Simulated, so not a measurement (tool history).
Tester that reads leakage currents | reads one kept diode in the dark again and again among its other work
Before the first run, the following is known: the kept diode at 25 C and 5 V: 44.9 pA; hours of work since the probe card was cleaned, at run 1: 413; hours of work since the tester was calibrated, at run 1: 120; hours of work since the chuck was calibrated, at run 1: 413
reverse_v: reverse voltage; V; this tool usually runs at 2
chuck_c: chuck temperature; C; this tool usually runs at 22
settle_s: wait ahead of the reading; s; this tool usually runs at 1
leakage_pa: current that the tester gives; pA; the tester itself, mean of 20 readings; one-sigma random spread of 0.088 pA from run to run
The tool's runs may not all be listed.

run,hour,reverse_v,chuck_c,settle_s,hours of work since the probe card was cleaned,hours of work since the tester was calibrated,hours of work since the chuck was calibrated,leakage_pa
1,0.0,2,22,1,413,120,413,23.99
2,249.0,2,22,1,576,282,576,24.09
3,362.1,2,22,1,649,356,649,23.78
4,512.6,2,22,1,747,454,747,23.78
5,701.2,2,22,1,870,577,870,24.03
6,816.7,2,22,1,945,652,945,23.93
7,957.4,2,22,1,1037,744,1037,23.92
8,1140.9,2,22,1,1157,863,1157,23.92
# hour 1355.0: chuck's temperature calibrated
9,1380.7,2,22,1,1312,1018,17,23.85
10,1580.1,2,27,1,1441,1148,147,37.29
11,1712.0,2,27,1,1527,1234,233,37.33
12,1862.5,2,22,1,1625,1332,331,23.81
13,2102.5,2,22,1,1782,1489,487,23.92
14,2275.1,2,22,1,1894,1601,599,23.93
15,2511.3,2,22,1,2048,1755,753,24.05
16,2631.8,2,22,1,2127,1833,832,24.01
17,2865.9,2,30,1,2279,1986,984,48.01
18,3070.8,2,30,1,2413,2119,1118,48.14
19,3254.1,2,30,1,2532,2239,1237,48.02

Run 20 comes next. What will it give?
# hour 3328.9: chuck's temperature calibrated
20,3483.6,2,30,1,2680,2387,101,?

leakage_pa: 48.02 pA
Were there no unlogged condition in the tool, this run, its random variation unchanged, would have produced leakage_pa 48.02 pA.
